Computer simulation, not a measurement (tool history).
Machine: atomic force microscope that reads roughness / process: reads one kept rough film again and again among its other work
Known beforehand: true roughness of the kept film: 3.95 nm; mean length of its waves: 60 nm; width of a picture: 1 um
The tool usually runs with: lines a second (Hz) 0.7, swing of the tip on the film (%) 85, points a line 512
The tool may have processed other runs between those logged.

run,day,lines a second (Hz),swing of the tip on the film (%),points a line,roughness of the kept film (nm (root mean square))
1,0,0.7,85,512,3.554
2,0.462,0.634,85,512,3.543
3,0.908,0.7,85,512,3.481
4,1.475,0.7,85,512,3.44
5,2.025,0.7,85,512,3.407
6,2.446,0.7,85,512,3.375
7,3.033,0.7,85,597,3.305
8,3.333,1.538,85,597,3.119
9,4,0.907,85,512,3.533
10,4.604,0.7,58,512,3.673
11,5.271,0.7,58,512,3.618
12,5.55,0.603,61,771,3.627
13,5.883,0.603,61,771,3.58
14,6.204,0.603,70,848,3.528
15,6.908,0.7,64,406,3.505
16,7.267,0.7,64,406,3.424
17,7.758,0.7,64,406,3.429
18,8.412,0.7,64,406,3.715
19,8.958,0.7,60,512,3.696
20,9.246,2.18,59,366,3.559
21,9.729,3.476,63,412,3.403

Not shown here: 4 entries made in the log between runs. Locate each between two listed runs and compare the hidden state at the listed run before it with the hidden state at the listed run after it:
Run 8 -> run 9: height scale calibrated on a step standard (day 3.412); new tip fitted (day 3.812)
  radius of the tip, nm: 31.8 -> 11.2; height scale over the true one, %: 0.27 -> 0.42
  measured minus no-state result, roughness of the kept film (nm (root mean square)): -0.274 -> -0.003
Run 14 -> run 15: height scale calibrated on a step standard, once more (day 6.583)
  radius of the tip, nm: 23.9 -> 27.5; height scale over the true one, %: 0.44 -> -0.09
  measured minus no-state result, roughness of the kept film (nm (root mean square)): -0.187 -> -0.258
Run 17 -> run 18: new tip fitted (day 8.3)
  radius of the tip, nm: 32.2 -> 10.8; height scale over the true one, %: -0.09 -> -0.08
  measured minus no-state result, roughness of the kept film (nm (root mean square)): -0.319 -> -0.015
